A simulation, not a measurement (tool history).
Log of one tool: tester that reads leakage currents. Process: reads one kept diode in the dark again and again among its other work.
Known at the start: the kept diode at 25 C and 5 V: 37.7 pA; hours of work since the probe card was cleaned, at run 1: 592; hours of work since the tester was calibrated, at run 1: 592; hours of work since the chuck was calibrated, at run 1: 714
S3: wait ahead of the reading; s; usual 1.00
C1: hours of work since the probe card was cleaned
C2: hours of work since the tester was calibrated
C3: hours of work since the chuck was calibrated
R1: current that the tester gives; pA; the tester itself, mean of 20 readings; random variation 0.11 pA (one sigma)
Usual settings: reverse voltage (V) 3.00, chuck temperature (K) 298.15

Run 1, hour 0.0: usual settings; C1 592; C2 592; C3 714. Result: R1 38.72 pA.
Run 2, hour 113.1: usual settings but reverse voltage (V) 1.98; C1 642; C2 642; C3 764. Result: R1 32.98 pA.
Run 3, hour 274.3: usual settings but reverse voltage (V) 1.98; C1 714; C2 714; C3 836. Result: R1 33.84 pA.
Run 4, hour 388.1: usual settings but reverse voltage (V) 7.69; C1 764; C2 764; C3 886. Result: R1 62.00 pA.
Run 5, hour 500.7: usual settings; C1 814; C2 814; C3 936. Result: R1 40.62 pA.
Run 6, hour 603.7: usual settings; C1 860; C2 860; C3 982. Result: R1 41.40 pA.
Run 7, hour 728.3: usual settings but S3 2.41 s; C1 916; C2 916; C3 1038. Result: R1 41.81 pA.
Run 8, hour 933.1: usual settings but S3 2.41 s; C1 1007; C2 1007; C3 1129. Result: R1 42.21 pA.
Run 9, hour 1069.3: usual settings but S3 2.41 s; C1 1067; C2 1067; C3 1189. Result: R1 42.69 pA.
Run 10, hour 1158.5: usual settings but S3 3.99 s; C1 1107; C2 1107; C3 1229. Result: R1 42.91 pA.
At hour 1330.5: probe card cleaned and baked.
Run 11, hour 1349.8: usual settings but S3 3.99 s; C1 9; C2 1191; C3 1313. Result: R1 36.00 pA.
Run 12, hour 1441.1: usual settings but reverse voltage (V) 6.18; C1 49; C2 1231; C3 1353. Result: R1 47.72 pA.
Run 13, hour 1534.7: usual settings but reverse voltage (V) 6.18; C1 91; C2 1273; C3 1395. Result: R1 48.63 pA.
Run 14, hour 1704.8: usual settings but reverse voltage (V) 6.18; C1 166; C2 1349; C3 1471. Result: R1 49.94 pA.
At hour 1839.0: chuck's temperature calibrated.
Run 15, hour 1849.9: usual settings but S3 0.64 s; C1 230; C2 1412; C3 5. Result: R1 34.76 pA.
Run 16, hour 1993.2: usual settings but S3 7.98 s; C1 294; C2 1476; C3 69. Result: R1 34.33 pA.
Run 17, hour 2120.7: usual settings but S3 7.98 s; C1 351; C2 1533; C3 125. Result: R1 35.04 pA.
Run 18, hour 2306.7: usual settings but chuck temperature (K) 315.15; C1 433; C2 1615; C3 208. Result: R1 160.47 pA.
Run 19, hour 2393.0: usual settings but chuck temperature (K) 312.15; C1 472; C2 1654; C3 246. Result: R1 123.92 pA.
Run 20, hour 2559.4: usual settings; C1 546; C2 1728; C3 320. Result: R1 37.48 pA.
Run 21, hour 2698.7: usual settings but reverse voltage (V) 3.73; C1 608; C2 1790; C3 382. Result: R1 41.74 pA.
Run 22, hour 2891.3: usual settings but chuck temperature (K) 302.15, S3 0.36 s; C1 693; C2 1875; C3 468. Result: R1 55.70 pA.
Run 23, hour 3066.8: usual settings but S3 4.24 s; C1 771; C2 1953; C3 546. Result: R1 39.40 pA.
Run 24, hour 3210.6: usual settings but S3 4.24 s; C1 835; C2 2017; C3 610. Result: R1 39.90 pA.
Run 25, hour 3301.6: usual settings but reverse voltage (V) 14.65, chuck temperature (K) 319.15; C1 876; C2 2058; C3 651. Result: R1 414.97 pA.
Run 26, hour 3439.3: usual settings but reverse voltage (V) 3.35, chuck temperature (K) 313.15; C1 937; C2 2119; C3 712. Result: R1 149.56 pA.
Run 27, hour 3592.8: usual settings but reverse voltage (V) 1.14, chuck temperature (K) 318.15; C1 1005; C2 2187; C3 780. Result: R1 156.48 pA.
Run 28, hour 3723.5: usual settings but reverse voltage (V) 1.24, chuck temperature (K) 304.15, S3 0.60 s; C1 1063; C2 2246; C3 838. Result: R1 49.04 pA.
Run 29, hour 3927.7: usual settings but reverse voltage (V) 1.24, chuck temperature (K) 304.15, S3 0.60 s; C1 1154; C2 2336; C3 929. Result: R1 49.52 pA.
At hour 3988.6: probe card cleaned and baked.
Run 30, hour 4075.3: usual settings but reverse voltage (V) 14.96, chuck temperature (K) 304.15, S3 0.60 s; C1 39; C2 2401; C3 993. Result: R1 109.79 pA.
Run 31, hour 4212.9: usual settings but reverse voltage (V) 14.96, chuck temperature (K) 304.15, S3 0.60 s; C1 100; C2 2462; C3 1055. Result: R1 112.43 pA.
Run 32, hour 4320.6: usual settings but reverse voltage (V) 7.31, S3 0.77 s; C1 148; C2 2510; C3 1102. Result: R1 51.40 pA.
Run 33, hour 4409.4: usual settings but reverse voltage (V) 7.45, chuck temperature (K) 304.15; C1 187; C2 2549; C3 1142. Result: R1 87.80 pA.
Run 34, hour 4607.1: usual settings but reverse voltage (V) 15.46, chuck temperature (K) 303.15, S3 0.76 s; C1 275; C2 2637; C3 1230. Result: R1 111.81 pA.
Run 35, hour 4740.7: usual settings but reverse voltage (V) 1.72, chuck temperature (K) 324.15, S3 0.56 s; C1 335; C2 2697; C3 1289. Result: R1 300.53 pA.
Run 36, hour 4937.1: usual settings but reverse voltage (V) 1.72, chuck temperature (K) 302.15, S3 0.56 s; C1 422; C2 2784; C3 1377. Result: R1 46.06 pA.
Run 37, hour 5023.4: usual settings but reverse voltage (V) 1.72, chuck temperature (K) 308.15, S3 3.34 s; C1 460; C2 2822; C3 1415. Result: R1 77.82 pA.
Run 38, hour 5154.7: usual settings but reverse voltage (V) 5.97, chuck temperature (K) 312.15; C1 519; C2 2881; C3 1473. Result: R1 172.73 pA.
At hour 5280.1: chuck's temperature calibrated.
Run 39, hour 5319.2: usual settings but reverse voltage (V) 3.64; C1 591; C2 2953; C3 17. Result: R1 40.28 pA.
Run 40, hour 5441.6: usual settings but reverse voltage (V) 3.64; C1 645; C2 3007; C3 72. Result: R1 40.76 pA.

3 ways to go on from here, each from the tool as it stands after run 40. What would each give?
Run A, hour 5585.0: usual settings but reverse voltage (V) 16.87; C1 709; C2 3071; C3 136. Result: R1 ?.
Run B, hour 5585.0: usual settings but chuck temperature (K) 333.15, S3 0.65 s; C1 709; C2 3071; C3 136. Result: R1 ?.
Run C, hour 5585.0: usual settings but reverse voltage (V) 11.42, chuck temperature (K) 325.15, S3 5.07 s; C1 709; C2 3071; C3 136. Result: R1 ?.

run      R1
  A   90.14
  B  694.74
  C  584.07
Without the tool's hidden state the same runs would have given:
run      R1
  A   60.36
  B  681.52
  C  557.50
